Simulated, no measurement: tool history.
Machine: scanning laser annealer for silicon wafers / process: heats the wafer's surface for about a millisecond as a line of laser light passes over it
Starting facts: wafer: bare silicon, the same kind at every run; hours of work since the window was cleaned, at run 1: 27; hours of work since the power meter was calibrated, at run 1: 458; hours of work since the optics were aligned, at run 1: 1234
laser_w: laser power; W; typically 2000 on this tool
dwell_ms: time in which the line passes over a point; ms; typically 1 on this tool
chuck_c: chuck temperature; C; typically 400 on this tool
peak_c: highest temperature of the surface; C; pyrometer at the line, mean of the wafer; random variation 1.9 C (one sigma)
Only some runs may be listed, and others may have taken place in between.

run	day	laser_w	dwell_ms	chuck_c	hours of work since the window was cleaned	hours of work since the power meter was calibrated	hours of work since the optics were aligned	peak_c
1	0	2000	1	400	27	458	1234	1172
2	0.592	2000	1	400	35	466	1242	1171
3	1.258	2000	1	400	44	475	1251	1171
4	1.904	2200	1	400	52	484	1259	1272
5	2.696	2000	1	377	63	494	1270	1147
6	3.383	2000	0.8	377	72	504	1279	1053
7	4.262	2000	0.8	377	84	515	1291	1050
8	5.171	1987	1	400	96	528	1303	1163
9	6.121	1987	1	400	109	540	1316	1161
10	7.079	1987	1	400	122	553	1329	1159
# day 7.338: optics aligned, line set to its width
11	8.288	1987	1	400	135	566	13	1157
12	9.092	1987	1	400	146	577	23	1154
13	10.054	2000	1	403	159	590	36	1164
14	10.962	2000	1	403	171	602	49	1164
15	11.433	2027	1.04	371	177	609	55	1163
16	12.042	1865	0.83	400	185	617	63	1017
# day 12.888: optics aligned, line set to its width, once more
17	13.021	1865	0.93	403	196	627	2	1082
18	13.512	1809	0.83	413	202	634	8	1021
19	14.104	1809	0.83	413	210	642	16	1024
20	14.596	2000	1	421	217	648	23	1196
21	15.242	2032	1	400	225	657	32	1190
22	15.888	1870	0.9	393	234	665	40	1057
23	16.542	2000	1.1	400	243	674	49	1223
24	17.504	2000	1.1	400	256	687	62	1215
25	17.975	2000	1.1	400	262	693	68	1217
26	18.512	1967	0.88	424	269	701	75	1127

Branching from run 26: 4 alternative next runs. What would each branch give?
A	19.546	1967	1.16	373	283	714	89	?
B	19.546	1956	0.72	418	283	714	89	?
C	19.546	1967	1.13	424	283	714	89	?
D	19.546	2024	1	400	283	714	89	?

run	peak_c
A	1197
B	1035
C	1240
D	1182
What these runs would have given with no unlogged condition in the tool:
run	peak_c
A	1209
B	1045
C	1252
D	1194

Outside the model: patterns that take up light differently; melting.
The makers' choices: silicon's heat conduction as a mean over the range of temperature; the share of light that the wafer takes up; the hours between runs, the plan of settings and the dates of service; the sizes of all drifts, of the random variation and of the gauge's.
